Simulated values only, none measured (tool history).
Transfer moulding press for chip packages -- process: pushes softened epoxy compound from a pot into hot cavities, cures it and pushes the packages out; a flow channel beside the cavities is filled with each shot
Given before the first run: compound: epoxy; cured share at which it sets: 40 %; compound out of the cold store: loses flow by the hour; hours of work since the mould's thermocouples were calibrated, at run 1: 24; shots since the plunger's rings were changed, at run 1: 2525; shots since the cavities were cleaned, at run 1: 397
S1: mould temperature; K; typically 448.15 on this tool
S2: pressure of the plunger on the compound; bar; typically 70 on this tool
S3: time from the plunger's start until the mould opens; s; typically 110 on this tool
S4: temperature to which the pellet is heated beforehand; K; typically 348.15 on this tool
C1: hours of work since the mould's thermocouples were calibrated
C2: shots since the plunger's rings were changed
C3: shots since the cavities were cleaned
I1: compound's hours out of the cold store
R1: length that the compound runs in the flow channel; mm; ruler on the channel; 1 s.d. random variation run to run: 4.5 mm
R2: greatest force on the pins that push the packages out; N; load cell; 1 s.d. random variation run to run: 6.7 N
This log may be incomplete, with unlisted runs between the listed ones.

Run 1, hour 0: usual settings; C1 24; C2 2525; C3 397; I1 19.9. Result: R1 707 mm, R2 416 N.
Run 2, hour 5.9: usual settings; C1 26; C2 2572; C3 444; I1 21.4. Result: R1 692 mm, R2 421 N.
Run 3, hour 11.9: usual settings; C1 29; C2 2620; C3 492; I1 46.1. Result: R1 598 mm, R2 430 N.
Run 4, hour 19.2: usual settings; C1 33; C2 2678; C3 550; I1 8.9. Result: R1 755 mm, R2 472 N.
Run 5, hour 27.8: usual settings but S4 343.15 K; C1 37; C2 2746; C3 618; I1 27.5. Result: R1 663 mm, R2 449 N.
Run 6, hour 33.7: usual settings but S4 343.15 K; C1 39; C2 2794; C3 666; I1 22.3. Result: R1 693 mm, R2 480 N.
Run 7, hour 44.1: usual settings; C1 44; C2 2876; C3 748; I1 48. Result: R1 590 mm, R2 475 N.
Run 8, hour 50.2: usual settings; C1 47; C2 2925; C3 797; I1 45.9. Result: R1 598 mm, R2 500 N.
At hour 53.1: mould's thermocouples calibrated.
Run 9, hour 57.7: usual settings but S4 351.15 K; C1 2; C2 2968; C3 840; I1 36.9. Result: R1 627 mm, R2 497 N.
Run 10, hour 65.1: usual settings but S4 351.15 K; C1 6; C2 3027; C3 899; I1 46. Result: R1 599 mm, R2 494 N.
Run 11, hour 72.8: usual settings; C1 9; C2 3089; C3 961; I1 24. Result: R1 679 mm, R2 539 N.
At hour 78.3: cavities cleaned with cleaning compound and waxed.
Run 12, hour 82.1: usual settings; C1 13; C2 3151; C3 30; I1 42. Result: R1 610 mm, R2 271 N.
Run 13, hour 87.7: usual settings; C1 16; C2 3195; C3 74; I1 23.6. Result: R1 689 mm, R2 314 N.
Run 14, hour 92.6: usual settings but S3 145 s; C1 18; C2 3235; C3 114; I1 29.8. Result: R1 662 mm, R2 274 N.
Run 15, hour 97.8: usual settings but S3 145 s; C1 20; C2 3275; C3 154; I1 13.6. Result: R1 726 mm, R2 284 N.
Run 16, hour 103: usual settings but S1 443.15 K, S3 148 s; C1 23; C2 3317; C3 196; I1 27.9. Result: R1 680 mm, R2 318 N.
At hour 107.7: mould's thermocouples calibrated, once more.
Run 17, hour 112.4: usual settings but S1 443.15 K, S3 148 s; C1 2; C2 3376; C3 255; I1 10.2. Result: R1 759 mm, R2 333 N.

What will run 18 give?
Run 18, hour 122: usual settings but S1 441.15 K, S2 67.5 bar, S3 92 s, S4 340.15 K; C1 7; C2 3452; C3 331; I1 37.3. Result: R1 ?, R2 ?.

Logged for run 18: R1 640 mm, R2 860 N.
Had the tool carried no hidden state, the very same run would have given R1 656 mm, R2 583 N.

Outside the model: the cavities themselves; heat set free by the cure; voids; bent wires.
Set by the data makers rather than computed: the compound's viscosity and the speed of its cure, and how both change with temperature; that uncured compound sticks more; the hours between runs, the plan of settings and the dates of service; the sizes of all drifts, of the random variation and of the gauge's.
